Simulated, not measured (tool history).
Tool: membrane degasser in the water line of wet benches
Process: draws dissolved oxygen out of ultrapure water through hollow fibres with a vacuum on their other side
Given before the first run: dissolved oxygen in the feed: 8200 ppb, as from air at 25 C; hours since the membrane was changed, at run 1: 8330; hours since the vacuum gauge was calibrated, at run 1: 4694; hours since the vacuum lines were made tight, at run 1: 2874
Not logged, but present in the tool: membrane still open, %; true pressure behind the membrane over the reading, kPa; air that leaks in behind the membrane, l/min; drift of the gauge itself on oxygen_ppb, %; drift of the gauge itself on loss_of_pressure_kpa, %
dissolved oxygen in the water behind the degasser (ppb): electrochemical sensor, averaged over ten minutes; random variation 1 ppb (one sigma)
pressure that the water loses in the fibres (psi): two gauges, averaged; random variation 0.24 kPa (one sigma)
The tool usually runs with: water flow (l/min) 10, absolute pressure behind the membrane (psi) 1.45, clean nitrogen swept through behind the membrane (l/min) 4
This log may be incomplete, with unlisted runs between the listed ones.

run	day	water flow (l/min)	absolute pressure behind the membrane (psi)	clean nitrogen swept through behind the membrane (l/min)	hours since the membrane was changed	hours since the vacuum gauge was calibrated	hours since the vacuum lines were made tight	dissolved oxygen in the water behind the degasser (ppb)	pressure that the water loses in the fibres (psi)
1	0	10	1.45	4	8330	4694	2874	113.9	9.622
2	8.5	10	3.6	4	8534	4898	3078	207.6	9.649
3	13.892	10	3.6	4	8664	5027	3207	208.7	9.707
4	21.038	10	1.45	4	8835	5199	3378	114.7	9.641
5	29.158	10	1.45	4	9030	5394	3573	118.9	9.642
6	34.129	9	1.45	4	9149	5513	3693	99.3	8.724
7	42.354	10	0.99	4	9347	5710	3890	98.6	9.7
8	49.021	10	0.99	4	9507	5870	4050	99.5	9.681
9	56.671	10	1.51	1.68	9690	6054	4234	185.3	9.738
10	65.242	10	1.06	4	9896	6260	4439	105.7	9.69
# day 71.521: membrane cartridge changed
11	71.521	15	0.88	3.66	0	6406	4586	160.5	13.71
12	78.183	6	3.55	2.02	160	6566	4746	187.7	5.529
13	87.021	6	1.13	2.38	372	6778	4958	50.8	5.507
# day 89.917: vacuum gauge calibrated
# day 92.542: seals of the vacuum lines changed
14	92.929	7	1.33	8.65	511	70	9	35	6.44

Alternative continuations, all from the tool just after run 14; predict every row:
A	97.208	12	1.33	4.85	614	173	112	?	?
B	97.208	7	1.45	4	614	173	112	?	?
C	97.208	9	1.45	4	614	173	112	?	?

run	dissolved oxygen in the water behind the degasser (ppb)	pressure that the water loses in the fibres (psi)
A	118.9	11.019
B	53.6	6.374
C	80.4	8.267
With the hidden condition removed and each run's random variation left untouched, the same runs would have given:
run	dissolved oxygen in the water behind the degasser (ppb)	pressure that the water loses in the fibres (psi)
A	117.3	10.978
B	53	6.351
C	79.4	8.237
